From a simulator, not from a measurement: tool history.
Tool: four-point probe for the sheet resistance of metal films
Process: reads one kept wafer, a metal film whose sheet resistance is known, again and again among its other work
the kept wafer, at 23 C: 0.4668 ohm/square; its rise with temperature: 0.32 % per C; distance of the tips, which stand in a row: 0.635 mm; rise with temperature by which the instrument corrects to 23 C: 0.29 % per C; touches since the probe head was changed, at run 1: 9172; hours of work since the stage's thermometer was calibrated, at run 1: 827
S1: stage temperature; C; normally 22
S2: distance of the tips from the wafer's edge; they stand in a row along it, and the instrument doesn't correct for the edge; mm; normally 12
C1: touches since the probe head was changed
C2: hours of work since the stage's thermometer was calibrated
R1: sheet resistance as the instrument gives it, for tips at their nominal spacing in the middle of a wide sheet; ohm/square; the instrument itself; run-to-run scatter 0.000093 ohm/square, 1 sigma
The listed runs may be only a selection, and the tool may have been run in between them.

{"run": 1, "hour": 0.0, "S1": 22, "S2": 12, "C1": 9172, "C2": 827, "R1": 0.469187}
{"run": 2, "hour": 11.1, "S1": 22, "S2": 12, "C1": 9332, "C2": 832, "R1": 0.46919}
{"run": 3, "hour": 21.4, "S1": 22, "S2": 12, "C1": 9481, "C2": 836, "R1": 0.46913}
{"run": 4, "hour": 37.2, "S1": 22, "S2": 12, "C1": 9710, "C2": 843, "R1": 0.469076}
{"run": 5, "hour": 45.9, "S1": 23, "S2": 12, "C1": 9836, "C2": 847, "R1": 0.469235}
{"run": 6, "hour": 56.7, "S1": 23, "S2": 12, "C1": 9992, "C2": 851, "R1": 0.469256}
{"run": 7, "hour": 65.3, "S1": 23, "S2": 12, "C1": 10116, "C2": 855, "R1": 0.469372}
{"run": 8, "hour": 77.5, "S1": 23, "S2": 12, "C1": 10293, "C2": 860, "R1": 0.469482}
{"run": 9, "hour": 92.4, "S1": 23, "S2": 12, "C1": 10510, "C2": 866, "R1": 0.469442}
{"run": 10, "hour": 108.5, "S1": 23, "S2": 12, "C1": 10742, "C2": 873, "R1": 0.46938}
{"run": 11, "hour": 116.3, "S1": 25, "S2": 3, "C1": 10855, "C2": 877, "R1": 0.479966}
{"run": 12, "hour": 124.6, "S1": 24, "S2": 13, "C1": 10975, "C2": 880, "R1": 0.46952}
{"run": 13, "hour": 138.1, "S1": 24, "S2": 13, "C1": 11171, "C2": 886, "R1": 0.469271}
{"run": 14, "hour": 149.3, "S1": 20, "S2": 12, "C1": 11332, "C2": 890, "R1": 0.468996}
{"run": 15, "hour": 163.5, "S1": 29, "S2": 15, "C1": 11539, "C2": 897, "R1": 0.470223}
{"run": 16, "hour": 178.2, "S1": 28, "S2": 4, "C1": 11751, "C2": 903, "R1": 0.475691}
{"run": 17, "hour": 185.9, "S1": 28, "S2": 4, "C1": 11864, "C2": 906, "R1": 0.475742}
{"run": 18, "hour": 201.6, "S1": 29, "S2": 5, "C1": 12090, "C2": 913, "R1": 0.4736}
{"run": 19, "hour": 217.2, "S1": 29, "S2": 5, "C1": 12316, "C2": 919, "R1": 0.473711}

What if the next run were any one of these 3? Each begins from the tool's condition after run 19:
{"run": "A", "hour": 228.4, "S1": 21, "S2": 16, "C1": 12479, "C2": 924, "R1": "?"}
{"run": "B", "hour": 228.4, "S1": 33, "S2": 5, "C1": 12479, "C2": 924, "R1": "?"}
{"run": "C", "hour": 228.4, "S1": 24, "S2": 7, "C1": 12479, "C2": 924, "R1": "?"}

run=A R1=0.468849
run=B R1=0.474176
run=C R1=0.470716
The same runs, with their run-to-run variation unchanged, on a tool lacking any hidden condition would have given:
run=A R1=0.466950
run=B R1=0.472260
run=C R1=0.468810

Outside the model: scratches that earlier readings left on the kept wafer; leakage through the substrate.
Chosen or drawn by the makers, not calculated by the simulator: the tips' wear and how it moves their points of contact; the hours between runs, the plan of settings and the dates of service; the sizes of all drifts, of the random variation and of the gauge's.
